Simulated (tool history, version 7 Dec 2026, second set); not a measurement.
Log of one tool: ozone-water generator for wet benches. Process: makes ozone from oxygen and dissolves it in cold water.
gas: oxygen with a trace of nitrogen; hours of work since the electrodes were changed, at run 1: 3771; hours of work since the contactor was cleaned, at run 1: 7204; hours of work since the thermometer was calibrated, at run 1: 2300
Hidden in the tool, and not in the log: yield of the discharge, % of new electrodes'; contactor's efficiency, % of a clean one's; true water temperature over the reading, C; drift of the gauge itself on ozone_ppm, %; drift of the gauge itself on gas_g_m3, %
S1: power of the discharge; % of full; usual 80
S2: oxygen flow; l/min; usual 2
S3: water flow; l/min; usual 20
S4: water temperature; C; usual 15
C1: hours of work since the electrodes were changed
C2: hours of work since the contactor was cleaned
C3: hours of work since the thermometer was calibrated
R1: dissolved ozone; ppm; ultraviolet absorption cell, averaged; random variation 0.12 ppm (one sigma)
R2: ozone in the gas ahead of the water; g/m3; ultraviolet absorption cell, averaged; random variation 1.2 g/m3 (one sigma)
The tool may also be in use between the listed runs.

{"run": 1, "day": 0.0, "S1": 80, "S2": 2, "S3": 20, "S4": 15, "C1": 3771, "C2": 7204, "C3": 2300, "R1": 10.2, "R2": 206.8}
{"run": 2, "day": 3.038, "S1": 80, "S2": 2, "S3": 20, "S4": 15, "C1": 3840, "C2": 7273, "C3": 2368, "R1": 10.1, "R2": 206.5}
{"run": 3, "day": 5.175, "S1": 70, "S2": 2, "S3": 20, "S4": 15, "C1": 3888, "C2": 7321, "C3": 2417, "R1": 8.9, "R2": 183.6}
{"run": 4, "day": 7.971, "S1": 80, "S2": 2, "S3": 27, "S4": 15, "C1": 3952, "C2": 7384, "C3": 2480, "R1": 7.4, "R2": 205.1}
{"run": 5, "day": 11.588, "S1": 80, "S2": 2.09, "S3": 27, "S4": 15, "C1": 4033, "C2": 7466, "C3": 2562, "R1": 7.6, "R2": 201.7}
{"run": 6, "day": 15.15, "S1": 80, "S2": 2, "S3": 20, "S4": 15, "C1": 4114, "C2": 7547, "C3": 2642, "R1": 10.1, "R2": 205.2}
{"run": 7, "day": 17.2, "S1": 80, "S2": 2, "S3": 31, "S4": 15, "C1": 4160, "C2": 7593, "C3": 2689, "R1": 6.3, "R2": 206.2}
{"run": 8, "day": 20.825, "S1": 80, "S2": 2, "S3": 20, "S4": 15, "C1": 4242, "C2": 7675, "C3": 2771, "R1": 10.2, "R2": 204.8}
{"run": 9, "day": 22.908, "S1": 80, "S2": 2, "S3": 20, "S4": 15, "C1": 4290, "C2": 7722, "C3": 2818, "R1": 10.1, "R2": 204.4}
{"run": 10, "day": 25.429, "S1": 80, "S2": 2, "S3": 20, "S4": 16, "C1": 4346, "C2": 7779, "C3": 2875, "R1": 10.1, "R2": 203.1}
{"run": 11, "day": 28.242, "S1": 80, "S2": 2, "S3": 20, "S4": 15, "C1": 4410, "C2": 7843, "C3": 2939, "R1": 10, "R2": 204.1}
{"run": 12, "day": 29.967, "S1": 80, "S2": 2, "S3": 20, "S4": 15, "C1": 4449, "C2": 7882, "C3": 2978, "R1": 10.1, "R2": 205.2}
{"run": 13, "day": 32.242, "S1": 80, "S2": 2.46, "S3": 20, "S4": 15, "C1": 4501, "C2": 7933, "C3": 3029, "R1": 10.7, "R2": 184}
{"run": 14, "day": 34.079, "S1": 80, "S2": 2.46, "S3": 20, "S4": 15, "C1": 4542, "C2": 7975, "C3": 3071, "R1": 11, "R2": 184.2}
{"day": 38.15, "done": "water thermometer calibrated"}
{"run": 15, "day": 38.271, "S1": 80, "S2": 2.46, "S3": 20, "S4": 15, "C1": 4637, "C2": 8069, "C3": 3, "R1": 10.7, "R2": 182.8}
{"run": 16, "day": 41.279, "S1": 80, "S2": 2.46, "S3": 20, "S4": 15, "C1": 4705, "C2": 8137, "C3": 71, "R1": 10.7, "R2": 184.5}
{"run": 17, "day": 44.633, "S1": 80, "S2": 2, "S3": 14, "S4": 15, "C1": 4781, "C2": 8213, "C3": 147, "R1": 14.5, "R2": 202.4}
{"run": 18, "day": 47.125, "S1": 80, "S2": 2, "S3": 14, "S4": 15, "C1": 4837, "C2": 8270, "C3": 203, "R1": 14.4, "R2": 202.5}
{"day": 47.942, "done": "gauge calibrated"}
{"run": 19, "day": 49.0, "S1": 80, "S2": 2, "S3": 14, "S4": 15, "C1": 4879, "C2": 8312, "C3": 245, "R1": 14.5, "R2": 207.7}
{"run": 20, "day": 53.012, "S1": 80, "S2": 2, "S3": 14, "S4": 15, "C1": 4970, "C2": 8403, "C3": 336, "R1": 14.4, "R2": 206.8}
{"run": 21, "day": 56.046, "S1": 80, "S2": 2, "S3": 14, "S4": 15, "C1": 5039, "C2": 8472, "C3": 405, "R1": 14.2, "R2": 202.8}
{"run": 22, "day": 58.6, "S1": 80, "S2": 2, "S3": 14, "S4": 15, "C1": 5097, "C2": 8529, "C3": 463, "R1": 14.3, "R2": 204.8}
{"run": 23, "day": 62.508, "S1": 50, "S2": 1.07, "S3": 13, "S4": 22, "C1": 5185, "C2": 8618, "C3": 551, "R1": 8.2, "R2": 180.4}
{"run": 24, "day": 66.088, "S1": 53, "S2": 2.64, "S3": 13, "S4": 21, "C1": 5266, "C2": 8699, "C3": 632, "R1": 10.5, "R2": 126.1}
{"run": 25, "day": 68.908, "S1": 53, "S2": 2.64, "S3": 13, "S4": 21, "C1": 5330, "C2": 8763, "C3": 696, "R1": 10.5, "R2": 124.1}
{"run": 26, "day": 73.046, "S1": 40, "S2": 2, "S3": 23, "S4": 22, "C1": 5423, "C2": 8856, "C3": 789, "R1": 4.5, "R2": 108.9}
{"run": 27, "day": 75.658, "S1": 40, "S2": 2, "S3": 23, "S4": 22, "C1": 5483, "C2": 8915, "C3": 849, "R1": 4.5, "R2": 109.9}
{"run": 28, "day": 78.792, "S1": 40, "S2": 2, "S3": 21, "S4": 22, "C1": 5553, "C2": 8986, "C3": 920, "R1": 4.9, "R2": 110}
{"run": 29, "day": 82.329, "S1": 80, "S2": 1.71, "S3": 22, "S4": 15, "C1": 5633, "C2": 9066, "C3": 999, "R1": 8.7, "R2": 219.4}
{"run": 30, "day": 86.233, "S1": 80, "S2": 1.89, "S3": 13, "S4": 21, "C1": 5722, "C2": 9154, "C3": 1088, "R1": 14.5, "R2": 208.6}
{"run": 31, "day": 89.246, "S1": 86, "S2": 1.89, "S3": 13, "S4": 9, "C1": 5790, "C2": 9223, "C3": 1156, "R1": 16.8, "R2": 219.5}
{"run": 32, "day": 92.829, "S1": 80, "S2": 1.22, "S3": 27, "S4": 15, "C1": 5871, "C2": 9304, "C3": 1237, "R1": 5.9, "R2": 255}
{"run": 33, "day": 96.229, "S1": 80, "S2": 1.22, "S3": 27, "S4": 15, "C1": 5948, "C2": 9381, "C3": 1314, "R1": 6.1, "R2": 254.6}

The same runs without the tool's hidden state, with the same run-to-run variation:
run=1 R2=206.9
run=2 R2=207
run=3 R2=184.3
run=4 R2=206.3
run=5 R2=203.3
run=6 R2=207.3
run=7 R2=208.5
run=8 R2=207.6
run=9 R2=207.5
run=10 R2=206.5
run=11 R2=207.8
run=12 R2=209.2
run=13 R2=187.9
run=14 R2=188.3
run=15 R2=187.3
run=16 R2=189.4
run=17 R2=208.3
run=18 R2=208.7
run=19 R2=208
run=20 R2=207.7
run=21 R2=204
run=22 R2=206.4
run=23 R2=182.1
run=24 R2=127.6
run=25 R2=125.8
run=26 R2=110.6
run=27 R2=111.8
run=28 R2=112.2
run=29 R2=224.4
run=30 R2=213.8
run=31 R2=225.5
run=32 R2=262.5
run=33 R2=262.6
R1: within 0.1 ppm of the measured result in every run.
